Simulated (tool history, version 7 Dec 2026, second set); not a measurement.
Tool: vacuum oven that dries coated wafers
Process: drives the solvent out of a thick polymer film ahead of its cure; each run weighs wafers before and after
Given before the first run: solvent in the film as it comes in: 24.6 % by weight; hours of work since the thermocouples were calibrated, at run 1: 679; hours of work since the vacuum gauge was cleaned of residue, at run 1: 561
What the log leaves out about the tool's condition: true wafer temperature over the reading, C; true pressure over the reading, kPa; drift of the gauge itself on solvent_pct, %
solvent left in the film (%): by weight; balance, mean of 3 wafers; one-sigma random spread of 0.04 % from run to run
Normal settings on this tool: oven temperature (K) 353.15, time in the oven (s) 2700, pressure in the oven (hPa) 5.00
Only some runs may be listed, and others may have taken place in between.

| run | hour | oven temperature (K) | time in the oven (s) | pressure in the oven (hPa) | hours of work since the thermocouples were calibrated | hours of work since the vacuum gauge was cleaned of residue | solvent left in the film (%) |
|---|---|---|---|---|---|---|---|
| 1 | 0.0 | 353.15 | 2700 | 5.00 | 679 | 561 | 1.65 |
| 2 | 50.9 | 353.15 | 2700 | 3.88 | 718 | 600 | 1.54 |
| 3 | 119.0 | 353.15 | 2700 | 3.88 | 771 | 653 | 1.49 |
| 4 | 194.0 | 353.15 | 2700 | 3.88 | 829 | 711 | 1.55 |
| 5 | 234.5 | 353.15 | 2700 | 3.88 | 860 | 743 | 1.36 |
| 6 | 308.4 | 353.15 | 3000 | 5.00 | 918 | 800 | 1.16 |
| 7 | 355.5 | 353.15 | 3000 | 5.00 | 954 | 837 | 1.15 |
| 8 | 428.5 | 353.15 | 3000 | 5.00 | 1011 | 893 | 1.19 |
| 9 | 482.0 | 353.15 | 2700 | 9.99 | 1052 | 935 | 1.62 |

Expected results for the next run?
| 10 | 537.9 | 342.15 | 2760 | 12.45 | 1096 | 978 | ? |

solvent left in the film (%): 6.29
On a tool with no hidden condition, and with the same random variation, this run would have come out at solvent left in the film (%) 7.16.
